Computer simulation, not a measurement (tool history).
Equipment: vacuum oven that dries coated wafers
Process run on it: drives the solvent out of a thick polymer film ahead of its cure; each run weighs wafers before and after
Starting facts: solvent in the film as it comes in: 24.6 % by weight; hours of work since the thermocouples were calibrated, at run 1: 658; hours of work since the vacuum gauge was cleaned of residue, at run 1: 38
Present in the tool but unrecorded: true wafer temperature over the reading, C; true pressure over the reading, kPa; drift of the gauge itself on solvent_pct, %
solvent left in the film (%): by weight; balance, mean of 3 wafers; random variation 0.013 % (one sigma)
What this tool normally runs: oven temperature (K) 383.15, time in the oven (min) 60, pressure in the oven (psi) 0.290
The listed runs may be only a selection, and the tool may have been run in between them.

| run | day | oven temperature (K) | time in the oven (min) | pressure in the oven (psi) | hours of work since the thermocouples were calibrated | hours of work since the vacuum gauge was cleaned of residue | solvent left in the film (%) |
|---|---|---|---|---|---|---|---|
| 1 | 0.000 | 383.15 | 60 | 0.290 | 658 | 38 | 2.88 |
| 2 | 0.500 | 383.15 | 60 | 0.837 | 667 | 47 | 4.68 |
| 3 | 0.733 | 383.15 | 60 | 0.146 | 671 | 51 | 2.42 |
| 4 | 0.971 | 383.15 | 90 | 0.290 | 675 | 55 | 1.60 |
| 5 | 1.317 | 383.15 | 60 | 0.508 | 681 | 61 | 3.62 |
| 6 | 1.788 | 383.15 | 60 | 0.489 | 690 | 70 | 3.54 |
| 7 | 2.154 | 383.15 | 47 | 0.489 | 696 | 76 | 4.74 |
| 8 | 2.367 | 383.15 | 60 | 0.290 | 700 | 80 | 2.87 |
| 9 | 2.646 | 383.15 | 60 | 0.290 | 705 | 85 | 2.89 |
| 10 | 2.892 | 383.15 | 60 | 0.290 | 709 | 89 | 2.88 |
| 11 | 3.171 | 383.15 | 60 | 0.290 | 714 | 94 | 2.90 |
| 12 | 3.662 | 383.15 | 60 | 0.290 | 722 | 102 | 2.85 |
| 13 | 4.112 | 394.15 | 60 | 0.290 | 730 | 110 | 1.22 |
| 14 | 4.442 | 394.15 | 60 | 0.290 | 736 | 116 | 1.21 |
| 15 | 4.808 | 394.15 | 60 | 0.290 | 743 | 122 | 1.23 |
| 16 | 5.067 | 394.15 | 60 | 0.290 | 747 | 127 | 1.23 |
| 17 | 5.442 | 380.15 | 60 | 0.290 | 754 | 134 | 3.59 |
| 18 | 5.838 | 380.15 | 60 | 0.290 | 761 | 141 | 3.59 |
| 19 | 6.112 | 389.15 | 60 | 0.290 | 765 | 145 | 1.83 |
| 20 | 6.479 | 389.15 | 60 | 0.290 | 772 | 152 | 1.82 |
| 21 | 6.842 | 382.15 | 99 | 0.313 | 778 | 158 | 1.62 |
| 22 | 7.208 | 383.15 | 39 | 0.183 | 784 | 164 | 4.93 |
| 23 | 7.429 | 383.15 | 39 | 0.183 | 788 | 168 | 4.89 |
| 24 | 7.692 | 391.15 | 106 | 0.654 | 793 | 173 | 1.83 |
| 25 | 8.004 | 391.15 | 106 | 0.654 | 798 | 178 | 1.85 |
| 26 | 8.308 | 372.15 | 60 | 0.360 | 804 | 184 | 6.19 |
| 27 | 8.733 | 372.15 | 60 | 0.360 | 811 | 191 | 6.20 |
| 28 | 9.221 | 372.15 | 60 | 0.360 | 820 | 200 | 6.16 |
| 29 | 9.488 | 372.15 | 60 | 0.187 | 824 | 204 | 5.46 |
|  | 9.662 | oven's thermocouples calibrated |
| 30 | 10.021 | 372.15 | 60 | 0.187 | 6 | 212 | 5.48 |
| 31 | 10.292 | 397.15 | 60 | 1.124 | 11 | 217 | 2.85 |
| 32 | 10.683 | 395.15 | 60 | 0.290 | 18 | 224 | 1.13 |
| 33 | 10.917 | 389.15 | 90 | 0.334 | 22 | 228 | 1.21 |
| 34 | 11.125 | 389.15 | 90 | 0.334 | 26 | 231 | 1.20 |
| 35 | 11.467 | 389.15 | 90 | 0.978 | 32 | 237 | 3.06 |
| 36 | 11.696 | 389.15 | 90 | 0.978 | 36 | 241 | 3.05 |
| 37 | 12.138 | 389.15 | 90 | 0.978 | 43 | 249 | 3.06 |
| 38 | 12.512 | 383.15 | 108 | 0.445 | 50 | 256 | 1.88 |

Forecast each of these 3 alternatives for the next run:
| A | 12.967 | 370.15 | 108 | 0.445 | 58 | 264 | ? |
| B | 12.967 | 390.15 | 86 | 0.371 | 58 | 264 | ? |
| C | 12.967 | 383.15 | 108 | 0.822 | 58 | 264 | ? |

| run | solvent left in the film (%) |
|---|---|
| A | 4.17 |
| B | 1.28 |
| C | 3.21 |
Without the tool's hidden state the same runs would have given:
| run | solvent left in the film (%) |
|---|---|
| A | 4.16 |
| B | 1.28 |
| C | 3.20 |

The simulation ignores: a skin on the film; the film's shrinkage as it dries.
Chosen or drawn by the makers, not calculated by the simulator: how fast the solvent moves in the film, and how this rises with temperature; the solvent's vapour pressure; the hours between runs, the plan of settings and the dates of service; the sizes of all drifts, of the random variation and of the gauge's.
